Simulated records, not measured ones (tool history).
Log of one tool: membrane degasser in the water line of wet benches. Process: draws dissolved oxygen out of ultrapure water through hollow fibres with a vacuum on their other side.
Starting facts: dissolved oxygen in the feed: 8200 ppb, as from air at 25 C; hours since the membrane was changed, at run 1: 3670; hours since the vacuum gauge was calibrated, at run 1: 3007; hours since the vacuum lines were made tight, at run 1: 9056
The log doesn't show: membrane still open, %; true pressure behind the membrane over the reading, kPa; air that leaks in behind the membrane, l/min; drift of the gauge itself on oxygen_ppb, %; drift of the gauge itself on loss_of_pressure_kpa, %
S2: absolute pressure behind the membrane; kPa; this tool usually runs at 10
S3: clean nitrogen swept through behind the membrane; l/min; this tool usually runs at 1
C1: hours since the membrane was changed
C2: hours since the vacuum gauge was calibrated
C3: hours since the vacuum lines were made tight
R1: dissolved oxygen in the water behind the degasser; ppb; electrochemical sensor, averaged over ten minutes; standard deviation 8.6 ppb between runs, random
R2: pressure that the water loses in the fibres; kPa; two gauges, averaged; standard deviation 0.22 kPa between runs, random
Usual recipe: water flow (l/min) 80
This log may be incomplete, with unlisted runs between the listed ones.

run 1 hour=0 | water_flow_(l/min)=80 S2=10 S3=1 | C1=3670 C2=3007 C3=9056 | R1=902.6 R2=55.61
run 2 hour=229.4 | water_flow_(l/min)=80 S2=24 S3=1 | C1=3900 C2=3237 C3=9286 | R1=2268.2 R2=55.6
run 3 hour=354.5 | water_flow_(l/min)=80 S2=24 S3=1 | C1=4025 C2=3362 C3=9411 | R1=2271.2 R2=55.44
run 4 hour=558.9 | water_flow_(l/min)=80 S2=10 S3=1 | C1=4229 C2=3566 C3=9615 | R1=909.4 R2=55.46
run 5 hour=667.8 | water_flow_(l/min)=80 S2=10 S3=1 | C1=4338 C2=3675 C3=9724 | R1=905.1 R2=55.67
run 6 hour=890.2 | water_flow_(l/min)=80 S2=10 S3=0.52 | C1=4561 C2=3897 C3=9946 | R1=1282.7 R2=55.35
run 7 hour=984.3 | water_flow_(l/min)=80 S2=10 S3=0.52 | C1=4655 C2=3992 C3=10041 | R1=1322.8 R2=55.75
run 8 hour=1152.6 | water_flow_(l/min)=80 S2=10 S3=0.52 | C1=4823 C2=4160 C3=10209 | R1=1301.1 R2=55.35
run 9 hour=1258 | water_flow_(l/min)=80 S2=10 S3=0.52 | C1=4928 C2=4265 C3=10314 | R1=1299.9 R2=55.66
run 10 hour=1420.9 | water_flow_(l/min)=80 S2=10 S3=0.52 | C1=5091 C2=4428 C3=10477 | R1=1297.1 R2=55.79
run 11 hour=1648 | water_flow_(l/min)=80 S2=14.3 S3=1 | C1=5318 C2=4655 C3=10704 | R1=1396.8 R2=55.52
run 12 hour=1830.1 | water_flow_(l/min)=80 S2=10 S3=1 | C1=5501 C2=4837 C3=10886 | R1=916.3 R2=55.78
run 13 hour=1988.4 | water_flow_(l/min)=80 S2=10 S3=1 | C1=5659 C2=4996 C3=11045 | R1=914.9 R2=55.35
run 14 hour=2181 | water_flow_(l/min)=80 S2=10 S3=1 | C1=5851 C2=5188 C3=11237 | R1=918.6 R2=55.72
run 15 hour=2288.5 | water_flow_(l/min)=112 S2=10 S3=1 | C1=5959 C2=5296 C3=11345 | R1=1205.3 R2=77.67
run 16 hour=2498.8 | water_flow_(l/min)=80 S2=10 S3=1 | C1=6169 C2=5506 C3=11555 | R1=924.3 R2=55.66
run 17 hour=2613.6 | water_flow_(l/min)=80 S2=10 S3=1 | C1=6284 C2=5621 C3=11670 | R1=917.4 R2=55.63
-- hour=2763.8 seals of the vacuum lines changed
run 18 hour=2789.7 | water_flow_(l/min)=72 S2=10 S3=0.66 | C1=6458 C2=5795 C3=26 | R1=1047.1 R2=49.8
run 19 hour=2895.7 | water_flow_(l/min)=72 S2=10 S3=0.71 | C1=6564 C2=5901 C3=132 | R1=1024 R2=50.15
run 20 hour=3102.4 | water_flow_(l/min)=79 S2=21.1 S3=1.2 | C1=6771 C2=6108 C3=339 | R1=1826.4 R2=54.67
run 21 hour=3258.3 | water_flow_(l/min)=80 S2=13.6 S3=1 | C1=6927 C2=6264 C3=494 | R1=1275.7 R2=56.31
run 22 hour=3434.8 | water_flow_(l/min)=88 S2=10 S3=1.62 | C1=7103 C2=6440 C3=671 | R1=751.2 R2=61.24
run 23 hour=3534 | water_flow_(l/min)=88 S2=10 S3=1.62 | C1=7202 C2=6539 C3=770 | R1=742.9 R2=61.08
run 24 hour=3646.1 | water_flow_(l/min)=80 S2=10 S3=0.64 | C1=7315 C2=6651 C3=882 | R1=1151.3 R2=55.49
run 25 hour=3767.1 | water_flow_(l/min)=80 S2=10 S3=0.64 | C1=7435 C2=6772 C3=1003 | R1=1166.4 R2=55.54
run 26 hour=3868.7 | water_flow_(l/min)=59 S2=6.1 S3=0.69 | C1=7537 C2=6874 C3=1105 | R1=426.6 R2=40.8

Forecast run 27:
run 27 hour=4027.7 | water_flow_(l/min)=59 S2=6.1 S3=0.69 | C1=7696 C2=7033 C3=1264 | R1=? R2=?

For run 27 the tool returned R1 421.6 ppb, R2 40.78 kPa.
The same run, on a tool lacking any hidden state, would have yielded R1 420.2 ppb, R2 40.74 kPa.

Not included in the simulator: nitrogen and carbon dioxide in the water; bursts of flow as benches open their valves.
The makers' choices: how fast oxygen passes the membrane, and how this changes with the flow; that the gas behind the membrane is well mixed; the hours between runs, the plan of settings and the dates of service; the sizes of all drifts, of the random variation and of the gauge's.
